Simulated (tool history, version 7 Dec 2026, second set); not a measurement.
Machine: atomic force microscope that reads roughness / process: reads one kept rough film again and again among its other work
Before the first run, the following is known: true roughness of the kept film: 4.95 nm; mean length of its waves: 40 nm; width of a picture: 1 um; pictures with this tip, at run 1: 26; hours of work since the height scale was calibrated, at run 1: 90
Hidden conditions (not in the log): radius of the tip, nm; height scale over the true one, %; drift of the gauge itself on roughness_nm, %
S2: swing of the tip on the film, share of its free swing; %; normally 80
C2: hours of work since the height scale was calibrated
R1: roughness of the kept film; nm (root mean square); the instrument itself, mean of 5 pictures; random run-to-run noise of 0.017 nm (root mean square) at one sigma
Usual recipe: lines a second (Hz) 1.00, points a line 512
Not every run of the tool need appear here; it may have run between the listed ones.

run 1 day=0.000 | lines_a_second_(Hz)=1.00 S2=80 points_a_line=512 | pictures_with_this_tip=26 C2=90 | R1=4.137
run 2 day=1.333 | lines_a_second_(Hz)=1.00 S2=80 points_a_line=512 | pictures_with_this_tip=59 C2=111 | R1=4.158
run 3 day=2.312 | lines_a_second_(Hz)=1.00 S2=80 points_a_line=512 | pictures_with_this_tip=84 C2=127 | R1=4.165
run 4 day=3.429 | lines_a_second_(Hz)=1.00 S2=80 points_a_line=552 | pictures_with_this_tip=111 C2=144 | R1=4.147
run 5 day=4.250 | lines_a_second_(Hz)=1.00 S2=80 points_a_line=552 | pictures_with_this_tip=132 C2=157 | R1=4.184
-- day=4.783 new tip fitted
run 6 day=5.246 | lines_a_second_(Hz)=1.00 S2=72 points_a_line=512 | pictures_with_this_tip=11 C2=173 | R1=4.249
run 7 day=6.450 | lines_a_second_(Hz)=1.00 S2=80 points_a_line=387 | pictures_with_this_tip=41 C2=192 | R1=4.145
run 8 day=7.771 | lines_a_second_(Hz)=1.12 S2=80 points_a_line=512 | pictures_with_this_tip=74 C2=213 | R1=4.100
run 9 day=9.138 | lines_a_second_(Hz)=0.86 S2=80 points_a_line=512 | pictures_with_this_tip=108 C2=235 | R1=4.183
run 10 day=9.875 | lines_a_second_(Hz)=0.86 S2=80 points_a_line=512 | pictures_with_this_tip=126 C2=246 | R1=4.166
-- day=10.667 new tip fitted
run 11 day=11.246 | lines_a_second_(Hz)=1.65 S2=80 points_a_line=512 | pictures_with_this_tip=14 C2=268 | R1=4.006
run 12 day=12.150 | lines_a_second_(Hz)=1.65 S2=80 points_a_line=512 | pictures_with_this_tip=37 C2=282 | R1=4.018
run 13 day=13.408 | lines_a_second_(Hz)=1.65 S2=80 points_a_line=512 | pictures_with_this_tip=68 C2=302 | R1=3.984
run 14 day=14.396 | lines_a_second_(Hz)=1.65 S2=80 points_a_line=512 | pictures_with_this_tip=92 C2=317 | R1=4.007
run 15 day=15.388 | lines_a_second_(Hz)=1.65 S2=80 points_a_line=512 | pictures_with_this_tip=117 C2=333 | R1=4.015
run 16 day=16.400 | lines_a_second_(Hz)=1.65 S2=80 points_a_line=512 | pictures_with_this_tip=142 C2=349 | R1=3.994
-- day=16.496 new tip fitted
run 17 day=17.288 | lines_a_second_(Hz)=1.65 S2=80 points_a_line=512 | pictures_with_this_tip=20 C2=363 | R1=4.019
run 18 day=18.383 | lines_a_second_(Hz)=1.87 S2=80 points_a_line=976 | pictures_with_this_tip=47 C2=380 | R1=3.951
run 19 day=18.950 | lines_a_second_(Hz)=1.20 S2=80 points_a_line=557 | pictures_with_this_tip=61 C2=389 | R1=4.109
run 20 day=19.929 | lines_a_second_(Hz)=1.05 S2=58 points_a_line=557 | pictures_with_this_tip=86 C2=405 | R1=4.331
run 21 day=21.142 | lines_a_second_(Hz)=3.62 S2=75 points_a_line=393 | pictures_with_this_tip=116 C2=424 | R1=3.774
run 22 day=22.050 | lines_a_second_(Hz)=3.04 S2=62 points_a_line=346 | pictures_with_this_tip=139 C2=438 | R1=4.125
-- day=22.275 new tip fitted
run 23 day=22.779 | lines_a_second_(Hz)=2.55 S2=80 points_a_line=346 | pictures_with_this_tip=12 C2=450 | R1=3.837
run 24 day=23.571 | lines_a_second_(Hz)=1.00 S2=66 points_a_line=512 | pictures_with_this_tip=32 C2=462 | R1=4.323
run 25 day=24.796 | lines_a_second_(Hz)=1.00 S2=66 points_a_line=512 | pictures_with_this_tip=63 C2=482 | R1=4.276
run 26 day=25.412 | lines_a_second_(Hz)=1.00 S2=66 points_a_line=512 | pictures_with_this_tip=78 C2=491 | R1=4.299
run 27 day=26.346 | lines_a_second_(Hz)=1.35 S2=72 points_a_line=259 | pictures_with_this_tip=101 C2=506 | R1=4.143
run 28 day=27.212 | lines_a_second_(Hz)=1.00 S2=57 points_a_line=632 | pictures_with_this_tip=123 C2=520 | R1=4.273

What if the next run were any one of these 3? Each begins from the tool's condition after run 28:
-- day=28.088 new tip fitted
run A day=28.196 | lines_a_second_(Hz)=1.00 S2=62 points_a_line=1001 | pictures_with_this_tip=3 C2=535 | R1=?
-- day=28.088 new tip fitted
run B day=28.196 | lines_a_second_(Hz)=2.47 S2=57 points_a_line=604 | pictures_with_this_tip=3 C2=535 | R1=?
-- day=28.088 new tip fitted
run C day=28.196 | lines_a_second_(Hz)=0.83 S2=66 points_a_line=997 | pictures_with_this_tip=3 C2=535 | R1=?

run=A R1=4.318
run=B R1=4.229
run=C R1=4.328
With the hidden condition removed and each run's random variation left untouched, the same runs would have given:
run=A R1=4.318
run=B R1=4.229
run=C R1=4.328

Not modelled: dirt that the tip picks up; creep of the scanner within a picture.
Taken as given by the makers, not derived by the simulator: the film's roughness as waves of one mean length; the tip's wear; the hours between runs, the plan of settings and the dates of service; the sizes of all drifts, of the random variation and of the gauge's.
